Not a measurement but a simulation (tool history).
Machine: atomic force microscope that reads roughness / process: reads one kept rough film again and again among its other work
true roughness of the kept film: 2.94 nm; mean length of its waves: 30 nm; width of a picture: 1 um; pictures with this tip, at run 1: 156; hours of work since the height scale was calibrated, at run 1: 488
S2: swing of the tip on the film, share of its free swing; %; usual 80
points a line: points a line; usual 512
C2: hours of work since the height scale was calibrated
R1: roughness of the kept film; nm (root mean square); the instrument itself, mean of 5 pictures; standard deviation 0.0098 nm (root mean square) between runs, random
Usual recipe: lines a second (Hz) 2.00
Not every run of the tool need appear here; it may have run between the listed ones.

Run 1, hour 0.0: usual settings; pictures with this tip 156; C2 488. Result: R1 2.138 nm (root mean square).
Run 2, hour 64.8: usual settings; pictures with this tip 236; C2 524. Result: R1 2.077 nm (root mean square).
Run 3, hour 140.8: usual settings; pictures with this tip 329; C2 566. Result: R1 2.036 nm (root mean square).
At hour 187.3: new tip fitted.
Run 4, hour 215.2: usual settings; pictures with this tip 34; C2 606. Result: R1 2.226 nm (root mean square).
Run 5, hour 295.5: usual settings; pictures with this tip 132; C2 650. Result: R1 2.136 nm (root mean square).
Run 6, hour 350.0: usual settings; pictures with this tip 199; C2 680. Result: R1 2.111 nm (root mean square).
Run 7, hour 402.6: usual settings; pictures with this tip 264; C2 709. Result: R1 2.050 nm (root mean square).
Run 8, hour 442.9: usual settings; pictures with this tip 313; C2 731. Result: R1 2.009 nm (root mean square).
At hour 501.0: new tip fitted.
Run 9, hour 524.3: usual settings; pictures with this tip 28; C2 776. Result: R1 2.240 nm (root mean square).
Run 10, hour 569.1: usual settings; pictures with this tip 83; C2 800. Result: R1 2.184 nm (root mean square).
Run 11, hour 638.2: usual settings but S2 61 %; pictures with this tip 168; C2 838. Result: R1 2.344 nm (root mean square).
Run 12, hour 703.0: usual settings but S2 61 %; pictures with this tip 247; C2 874. Result: R1 2.260 nm (root mean square).
Run 13, hour 783.2: usual settings; pictures with this tip 345; C2 918. Result: R1 2.023 nm (root mean square).
At hour 813.1: new tip fitted.
Run 14, hour 841.3: usual settings but lines a second (Hz) 3.65; pictures with this tip 35; C2 949. Result: R1 1.992 nm (root mean square).
At hour 846.1: height scale calibrated on a step standard.
Run 15, hour 909.5: usual settings but lines a second (Hz) 3.65; pictures with this tip 117; C2 35. Result: R1 1.953 nm (root mean square).
Run 16, hour 971.3: usual settings but points a line 319; pictures with this tip 193; C2 69. Result: R1 2.107 nm (root mean square).
Run 17, hour 1010.5: usual settings but points a line 319; pictures with this tip 240; C2 90. Result: R1 2.071 nm (root mean square).
Run 18, hour 1091.4: usual settings but S2 62 %; pictures with this tip 340; C2 135. Result: R1 2.219 nm (root mean square).
At hour 1125.3: new tip fitted.
Run 19, hour 1136.9: usual settings but S2 65 %; pictures with this tip 14; C2 159. Result: R1 2.450 nm (root mean square).
Run 20, hour 1177.2: usual settings; pictures with this tip 63; C2 181. Result: R1 2.241 nm (root mean square).
At hour 1208.2: height scale calibrated on a step standard, once more.
Run 21, hour 1251.7: usual settings; pictures with this tip 153; C2 24. Result: R1 2.103 nm (root mean square).
Run 22, hour 1288.4: usual settings but points a line 740; pictures with this tip 198; C2 44. Result: R1 2.091 nm (root mean square).
Run 23, hour 1341.4: usual settings but points a line 632; pictures with this tip 263; C2 73. Result: R1 2.047 nm (root mean square).
Run 24, hour 1399.1: usual settings but points a line 632; pictures with this tip 334; C2 105. Result: R1 1.994 nm (root mean square).
At hour 1437.3: new tip fitted.
Run 25, hour 1440.1: usual settings but points a line 632; pictures with this tip 3; C2 127. Result: R1 2.243 nm (root mean square).
Run 26, hour 1495.3: usual settings but points a line 632; pictures with this tip 71; C2 157. Result: R1 2.178 nm (root mean square).
Run 27, hour 1540.7: usual settings but lines a second (Hz) 1.08, S2 75 %, points a line 333; pictures with this tip 126; C2 182. Result: R1 2.296 nm (root mean square).
Run 28, hour 1616.0: usual settings but lines a second (Hz) 1.08, S2 75 %, points a line 670; pictures with this tip 219; C2 224. Result: R1 2.257 nm (root mean square).
Run 29, hour 1681.2: usual settings but lines a second (Hz) 1.01, S2 68 %, points a line 625; pictures with this tip 298; C2 259. Result: R1 2.263 nm (root mean square).
Run 30, hour 1727.1: usual settings but lines a second (Hz) 1.74, S2 66 %, points a line 625; pictures with this tip 355; C2 284. Result: R1 2.161 nm (root mean square).
At hour 1750.1: new tip fitted.
Run 31, hour 1798.1: usual settings but lines a second (Hz) 3.88, S2 69 %, points a line 294; pictures with this tip 59; C2 323. Result: R1 2.147 nm (root mean square).
Run 32, hour 1864.3: usual settings but S2 56 %, points a line 457; pictures with this tip 140; C2 359. Result: R1 2.371 nm (root mean square).
Run 33, hour 1936.5: usual settings but S2 56 %, points a line 992; pictures with this tip 228; C2 399. Result: R1 2.283 nm (root mean square).
Run 34, hour 1976.6: usual settings but S2 56 %, points a line 992; pictures with this tip 278; C2 421. Result: R1 2.275 nm (root mean square).
Run 35, hour 2027.5: usual settings but lines a second (Hz) 3.13, S2 61 %, points a line 737; pictures with this tip 340; C2 449. Result: R1 2.137 nm (root mean square).
At hour 2066.0: new tip fitted.
Run 36, hour 2096.7: usual settings but lines a second (Hz) 0.60, S2 75 %; pictures with this tip 38; C2 487. Result: R1 2.490 nm (root mean square).
Run 37, hour 2164.3: usual settings but lines a second (Hz) 3.06, S2 83 %, points a line 338; pictures with this tip 121; C2 524. Result: R1 1.947 nm (root mean square).
Run 38, hour 2208.6: usual settings but lines a second (Hz) 1.45, points a line 719; pictures with this tip 175; C2 548. Result: R1 2.208 nm (root mean square).
Run 39, hour 2253.2: usual settings but lines a second (Hz) 2.58, S2 77 %, points a line 367; pictures with this tip 230; C2 573. Result: R1 2.054 nm (root mean square).
Run 40, hour 2294.1: usual settings but lines a second (Hz) 3.31, S2 61 %, points a line 328; pictures with this tip 280; C2 595. Result: R1 2.165 nm (root mean square).
Run 41, hour 2336.6: usual settings but lines a second (Hz) 1.20, S2 87 %; pictures with this tip 332; C2 618. Result: R1 2.061 nm (root mean square).
At hour 2377.1: new tip fitted.
Run 42, hour 2383.5: usual settings but lines a second (Hz) 2.97, S2 63 %; pictures with this tip 8; C2 644. Result: R1 2.393 nm (root mean square).
Run 43, hour 2440.3: usual settings but lines a second (Hz) 2.97, S2 63 %; pictures with this tip 77; C2 675. Result: R1 2.333 nm (root mean square).
Run 44, hour 2510.7: usual settings but lines a second (Hz) 2.57, S2 66 %, points a line 275; pictures with this tip 163; C2 714. Result: R1 2.239 nm (root mean square).
Run 45, hour 2555.7: usual settings but S2 72 %; pictures with this tip 218; C2 738. Result: R1 2.203 nm (root mean square).
Run 46, hour 2601.2: usual settings but lines a second (Hz) 2.48, S2 72 %; pictures with this tip 274; C2 763. Result: R1 2.124 nm (root mean square).
Run 47, hour 2655.3: usual settings but lines a second (Hz) 2.16, S2 90 %, points a line 309; pictures with this tip 340; C2 793. Result: R1 1.830 nm (root mean square).
At hour 2691.9: new tip fitted.
Run 48, hour 2730.6: usual settings but S2 67 %, points a line 497; pictures with this tip 48; C2 834. Result: R1 2.387 nm (root mean square).
Run 49, hour 2794.5: usual settings but lines a second (Hz) 1.18, S2 62 %; pictures with this tip 126; C2 869. Result: R1 2.420 nm (root mean square).
Run 50, hour 2839.1: usual settings but lines a second (Hz) 1.21, S2 86 %; pictures with this tip 181; C2 894. Result: R1 2.190 nm (root mean square).
Run 51, hour 2872.7: usual settings but lines a second (Hz) 1.21, S2 86 %; pictures with this tip 222; C2 912. Result: R1 2.147 nm (root mean square).

Take each entry between the runs: how does the hidden state at the last listed run before it differ from the hidden state at the first listed run after it?
Logged between run 3 and run 4: new tip fitted (hour 187.3)
  radius of the tip, nm: 20.9 -> 11.6; height scale over the true one, %: 0.86 -> 0.91
  difference, measured minus the result without the unlogged condition, R1: -0.234 -> -0.020 nm (root mean square)
Logged between run 8 and run 9: new tip fitted (hour 501.0)
  radius of the tip, nm: 20.8 -> 11.4; height scale over the true one, %: 1.08 -> 1.14
  difference, measured minus the result without the unlogged condition, R1: -0.224 -> -0.009 nm (root mean square)
Logged between run 13 and run 14: new tip fitted (hour 813.1)
  radius of the tip, nm: 21.9 -> 11.8; height scale over the true one, %: 1.32 -> 1.37
  difference, measured minus the result without the unlogged condition, R1: -0.245 -> -0.013 nm (root mean square)
Logged between run 14 and run 15: height scale calibrated on a step standard (hour 846.1)
  radius of the tip, nm: 11.8 -> 14.6; height scale over the true one, %: 1.37 -> 1.78
  difference, measured minus the result without the unlogged condition, R1: -0.013 -> -0.066 nm (root mean square)
Logged between run 18 and run 19: new tip fitted (hour 1125.3)
  radius of the tip, nm: 21.9 -> 10.6; height scale over the true one, %: 1.91 -> 1.94
  difference, measured minus the result without the unlogged condition, R1: -0.256 -> +0.032 nm (root mean square)
Logged between run 20 and run 21: height scale calibrated on a step standard, once more (hour 1208.2)
  radius of the tip, nm: 12.1 -> 15.1; height scale over the true one, %: 1.97 -> 0.01
  difference, measured minus the result without the unlogged condition, R1: -0.009 -> -0.123 nm (root mean square)
Logged between run 24 and run 25: new tip fitted (hour 1437.3)
  radius of the tip, nm: 21 -> 10.5; height scale over the true one, %: 0.12 -> 0.15
  difference, measured minus the result without the unlogged condition, R1: -0.247 -> -0.008 nm (root mean square)
Logged between run 30 and run 31: new tip fitted (hour 1750.1)
  radius of the tip, nm: 22 -> 13; height scale over the true one, %: 0.37 -> 0.42
  difference, measured minus the result without the unlogged condition, R1: -0.286 -> -0.063 nm (root mean square)
Logged between run 35 and run 36: new tip fitted (hour 2066.0)
  radius of the tip, nm: 22 -> 11.4; height scale over the true one, %: 0.59 -> 0.64
  difference, measured minus the result without the unlogged condition, R1: -0.278 -> -0.025 nm (root mean square)
Logged between run 41 and run 42: new tip fitted (hour 2377.1)
  radius of the tip, nm: 21 -> 10.4; height scale over the true one, %: 0.81 -> 0.85
  difference, measured minus the result without the unlogged condition, R1: -0.238 -> +0.008 nm (root mean square)
Logged between run 47 and run 48: new tip fitted (hour 2691.9)
  radius of the tip, nm: 20.9 -> 11.9; height scale over the true one, %: 1.05 -> 1.11
  difference, measured minus the result without the unlogged condition, R1: -0.206 -> -0.025 nm (root mean square)
